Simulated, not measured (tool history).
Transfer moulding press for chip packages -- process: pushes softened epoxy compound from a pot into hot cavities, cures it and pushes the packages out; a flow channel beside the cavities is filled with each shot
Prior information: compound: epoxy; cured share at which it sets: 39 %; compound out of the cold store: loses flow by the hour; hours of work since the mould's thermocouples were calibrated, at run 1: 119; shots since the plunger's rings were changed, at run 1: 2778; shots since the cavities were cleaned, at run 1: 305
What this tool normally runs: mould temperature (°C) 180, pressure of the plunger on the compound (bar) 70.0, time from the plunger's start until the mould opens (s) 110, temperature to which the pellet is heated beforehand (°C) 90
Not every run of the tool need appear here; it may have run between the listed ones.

| run | day | mould temperature (°C) | pressure of the plunger on the compound (bar) | time from the plunger's start until the mould opens (s) | temperature to which the pellet is heated beforehand (°C) | hours of work since the mould's thermocouples were calibrated | shots since the plunger's rings were changed | shots since the cavities were cleaned | incoming compound's hours out of the cold store | length that the compound runs in the flow channel (mm) | greatest force on the pins that push the packages out (N) |
|---|---|---|---|---|---|---|---|---|---|---|---|
| 1 | 0.000 | 180 | 70.0 | 110 | 90 | 119 | 2778 | 305 | 30.7 | 949 | 293 |
| 2 | 0.821 | 180 | 70.0 | 122 | 90 | 132 | 2993 | 520 | 40.0 | 910 | 244 |
| 3 | 2.333 | 180 | 70.0 | 113 | 90 | 156 | 3391 | 918 | 12.1 | 1032 | 290 |
|  | 2.946 | cavities cleaned with cleaning compound and waxed |
| 4 | 3.400 | 180 | 70.0 | 113 | 90 | 172 | 3654 | 119 | 23.5 | 985 | 282 |
| 5 | 4.325 | 180 | 82.0 | 110 | 90 | 187 | 3897 | 362 | 26.9 | 1037 | 277 |
|  | 5.442 | plunger's sealing rings changed |
| 6 | 6.058 | 180 | 82.0 | 110 | 90 | 214 | 162 | 789 | 47.9 | 936 | 297 |
|  | 7.138 | cavities cleaned with cleaning compound and waxed |
| 7 | 7.604 | 187 | 70.0 | 110 | 90 | 237 | 552 | 123 | 32.5 | 922 | 242 |
| 8 | 8.929 | 180 | 70.0 | 110 | 90 | 259 | 899 | 470 | 9.1 | 1054 | 312 |
| 9 | 10.333 | 180 | 70.0 | 110 | 90 | 281 | 1268 | 839 | 9.9 | 1061 | 292 |
|  | 11.288 | cavities cleaned with cleaning compound and waxed |
| 10 | 11.588 | 187 | 70.0 | 110 | 90 | 301 | 1580 | 78 | 11.8 | 1019 | 236 |
|  | 11.979 | mould's thermocouples calibrated |
| 11 | 12.388 | 187 | 70.0 | 91 | 90 | 7 | 1768 | 266 | 29.7 | 936 | 276 |
| 12 | 13.908 | 187 | 70.0 | 91 | 90 | 31 | 2168 | 666 | 21.9 | 968 | 283 |
| 13 | 14.633 | 180 | 64.2 | 110 | 90 | 43 | 2358 | 856 | 22.8 | 942 | 276 |
|  | 15.554 | cavities cleaned with cleaning compound and waxed |
| 14 | 16.233 | 180 | 64.2 | 110 | 90 | 67 | 2761 | 178 | 46.0 | 843 | 273 |
| 15 | 17.179 | 180 | 64.2 | 110 | 90 | 83 | 3009 | 426 | 26.2 | 925 | 282 |
| 16 | 18.388 | 184 | 85.5 | 129 | 94 | 102 | 3326 | 743 | 44.6 | 958 | 233 |
|  | 19.638 | cavities cleaned with cleaning compound and waxed |
| 17 | 19.967 | 180 | 58.1 | 110 | 90 | 127 | 3723 | 85 | 17.3 | 919 | 304 |
| 18 | 20.821 | 185 | 70.0 | 110 | 97 | 140 | 3948 | 310 | 26.9 | 955 | 245 |
|  | 21.733 | plunger's sealing rings changed |
| 19 | 22.112 | 185 | 70.0 | 110 | 97 | 159 | 100 | 622 | 36.4 | 911 | 243 |
| 20 | 22.879 | 172 | 70.0 | 101 | 97 | 172 | 301 | 823 | 20.3 | 1031 | 570 |
| 21 | 23.688 | 183 | 81.2 | 101 | 97 | 185 | 513 | 1035 | 42.0 | 946 | 279 |

What will run 22 give?
|  | 23.892 | cavities cleaned with cleaning compound and waxed |
| 22 | 24.858 | 174 | 73.9 | 145 | 91 | 203 | 804 | 254 | 10.2 | ? | ? |

{"run 22": {"length that the compound runs in the flow channel (mm)": 1105, "greatest force on the pins that push the packages out (N)": 278}}
If the tool had no hidden condition, the same run with the same run-to-run variation would have returned length that the compound runs in the flow channel (mm) 1106, greatest force on the pins that push the packages out (N) 276.

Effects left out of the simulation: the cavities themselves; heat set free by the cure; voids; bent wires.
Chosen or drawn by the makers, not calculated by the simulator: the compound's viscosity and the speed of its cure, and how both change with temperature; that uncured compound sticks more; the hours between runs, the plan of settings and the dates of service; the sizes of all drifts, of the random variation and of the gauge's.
